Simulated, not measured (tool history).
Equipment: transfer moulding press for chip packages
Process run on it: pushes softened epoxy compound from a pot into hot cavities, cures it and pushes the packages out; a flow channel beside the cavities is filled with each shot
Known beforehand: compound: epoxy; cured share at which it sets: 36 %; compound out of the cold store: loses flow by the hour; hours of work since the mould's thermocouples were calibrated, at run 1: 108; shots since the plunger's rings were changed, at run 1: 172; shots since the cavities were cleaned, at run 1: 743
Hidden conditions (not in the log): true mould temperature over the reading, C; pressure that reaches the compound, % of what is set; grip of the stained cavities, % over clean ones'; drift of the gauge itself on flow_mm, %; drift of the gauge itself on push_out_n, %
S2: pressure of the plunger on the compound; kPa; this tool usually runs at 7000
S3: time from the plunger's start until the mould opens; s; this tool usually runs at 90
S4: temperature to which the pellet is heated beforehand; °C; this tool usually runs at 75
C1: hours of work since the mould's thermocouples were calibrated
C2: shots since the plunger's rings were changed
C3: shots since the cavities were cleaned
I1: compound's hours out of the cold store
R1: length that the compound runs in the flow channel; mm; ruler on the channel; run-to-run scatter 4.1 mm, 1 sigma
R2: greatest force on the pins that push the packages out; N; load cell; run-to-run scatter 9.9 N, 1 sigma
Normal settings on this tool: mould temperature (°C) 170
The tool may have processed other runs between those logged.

run 1 hour=0.0 | mould_temperature_(°C)=170 S2=7000 S3=90 S4=75 | C1=108 C2=172 C3=743 | I1=10.9 | R1=612 R2=881
run 2 hour=12.4 | mould_temperature_(°C)=170 S2=7000 S3=90 S4=75 | C1=114 C2=309 C3=880 | I1=24.1 | R1=567 R2=897
-- hour=15.5 cavities cleaned with cleaning compound and waxed
run 3 hour=20.9 | mould_temperature_(°C)=170 S2=7000 S3=90 S4=77 | C1=118 C2=386 C3=59 | I1=41.3 | R1=518 R2=513
run 4 hour=30.9 | mould_temperature_(°C)=170 S2=7000 S3=90 S4=77 | C1=123 C2=497 C3=170 | I1=31.1 | R1=546 R2=602
run 5 hour=36.5 | mould_temperature_(°C)=170 S2=7000 S3=90 S4=77 | C1=126 C2=559 C3=232 | I1=45.2 | R1=515 R2=604
run 6 hour=46.1 | mould_temperature_(°C)=170 S2=7000 S3=90 S4=75 | C1=131 C2=666 C3=339 | I1=47.0 | R1=508 R2=670
run 7 hour=56.7 | mould_temperature_(°C)=170 S2=7000 S3=90 S4=75 | C1=136 C2=783 C3=456 | I1=20.7 | R1=574 R2=776
run 8 hour=66.3 | mould_temperature_(°C)=170 S2=7000 S3=90 S4=84 | C1=141 C2=889 C3=562 | I1=40.0 | R1=523 R2=763
run 9 hour=75.1 | mould_temperature_(°C)=170 S2=7000 S3=90 S4=84 | C1=146 C2=987 C3=660 | I1=23.4 | R1=558 R2=823
run 10 hour=86.9 | mould_temperature_(°C)=170 S2=7000 S3=90 S4=84 | C1=152 C2=1116 C3=789 | I1=43.6 | R1=507 R2=786
-- hour=98.9 cavities cleaned with cleaning compound and waxed
run 11 hour=101.0 | mould_temperature_(°C)=170 S2=7000 S3=90 S4=75 | C1=158 C2=1257 C3=25 | I1=14.0 | R1=588 R2=501
run 12 hour=111.6 | mould_temperature_(°C)=170 S2=7000 S3=90 S4=75 | C1=164 C2=1374 C3=142 | I1=23.5 | R1=557 R2=571
run 13 hour=117.1 | mould_temperature_(°C)=170 S2=7000 S3=90 S4=80 | C1=167 C2=1434 C3=202 | I1=19.6 | R1=564 R2=595
run 14 hour=125.7 | mould_temperature_(°C)=170 S2=7000 S3=90 S4=80 | C1=171 C2=1530 C3=298 | I1=37.6 | R1=528 R2=664
run 15 hour=134.4 | mould_temperature_(°C)=170 S2=7000 S3=73 S4=70 | C1=175 C2=1625 C3=393 | I1=25.3 | R1=550 R2=1210
run 16 hour=145.9 | mould_temperature_(°C)=170 S2=7000 S3=73 S4=72 | C1=181 C2=1753 C3=521 | I1=37.8 | R1=517 R2=1169
run 17 hour=153.2 | mould_temperature_(°C)=170 S2=7000 S3=73 S4=72 | C1=185 C2=1834 C3=602 | I1=10.0 | R1=596 R2=1431
run 18 hour=160.0 | mould_temperature_(°C)=170 S2=7560 S3=105 S4=69 | C1=189 C2=1908 C3=676 | I1=22.4 | R1=571 R2=706
run 19 hour=172.0 | mould_temperature_(°C)=177 S2=5250 S3=125 S4=66 | C1=195 C2=2042 C3=810 | I1=25.2 | R1=460 R2=679
-- hour=181.7 cavities cleaned with cleaning compound and waxed
run 20 hour=182.4 | mould_temperature_(°C)=170 S2=7000 S3=126 S4=75 | C1=199 C2=2140 C3=8 | I1=35.0 | R1=519 R2=352
run 21 hour=187.7 | mould_temperature_(°C)=170 S2=8180 S3=104 S4=68 | C1=202 C2=2199 C3=67 | I1=20.0 | R1=609 R2=450
run 22 hour=199.3 | mould_temperature_(°C)=171 S2=6030 S3=92 S4=81 | C1=208 C2=2327 C3=195 | I1=39.4 | R1=472 R2=551
run 23 hour=205.9 | mould_temperature_(°C)=171 S2=6030 S3=92 S4=81 | C1=211 C2=2400 C3=268 | I1=13.3 | R1=524 R2=613
run 24 hour=216.9 | mould_temperature_(°C)=170 S2=7000 S3=120 S4=80 | C1=217 C2=2522 C3=390 | I1=28.8 | R1=536 R2=549
run 25 hour=229.3 | mould_temperature_(°C)=170 S2=7000 S3=120 S4=80 | C1=223 C2=2658 C3=526 | I1=28.8 | R1=530 R2=601
run 26 hour=240.7 | mould_temperature_(°C)=170 S2=7000 S3=120 S4=80 | C1=229 C2=2785 C3=653 | I1=34.1 | R1=519 R2=617
run 27 hour=247.9 | mould_temperature_(°C)=170 S2=6380 S3=90 S4=78 | C1=233 C2=2864 C3=732 | I1=8.9 | R1=555 R2=855

Alternative continuations, all from the tool just after run 27; predict every row:
run A hour=257.2 | mould_temperature_(°C)=175 S2=6380 S3=121 S4=80 | C1=238 C2=2967 C3=835 | I1=43.6 | R1=? R2=?
run B hour=257.2 | mould_temperature_(°C)=166 S2=5230 S3=90 S4=78 | C1=238 C2=2967 C3=835 | I1=27.9 | R1=? R2=?
run C hour=257.2 | mould_temperature_(°C)=170 S2=6380 S3=106 S4=78 | C1=238 C2=2967 C3=835 | I1=23.0 | R1=? R2=?
run D hour=257.2 | mould_temperature_(°C)=170 S2=7000 S3=90 S4=68 | C1=238 C2=2967 C3=835 | I1=18.8 | R1=? R2=?
run E hour=257.2 | mould_temperature_(°C)=164 S2=6380 S3=84 S4=75 | C1=238 C2=2967 C3=835 | I1=42.7 | R1=? R2=?

run=A R1=458 R2=642
run=B R1=461 R2=1079
run=C R1=520 R2=718
run=D R1=549 R2=897
run=E R1=483 R2=1446
Take away the tool's hidden state, keep each run's random variation, and the runs would have read:
run=A R1=486 R2=336
run=B R1=490 R2=572
run=C R1=553 R2=378
run=D R1=583 R2=480
run=E R1=513 R2=774
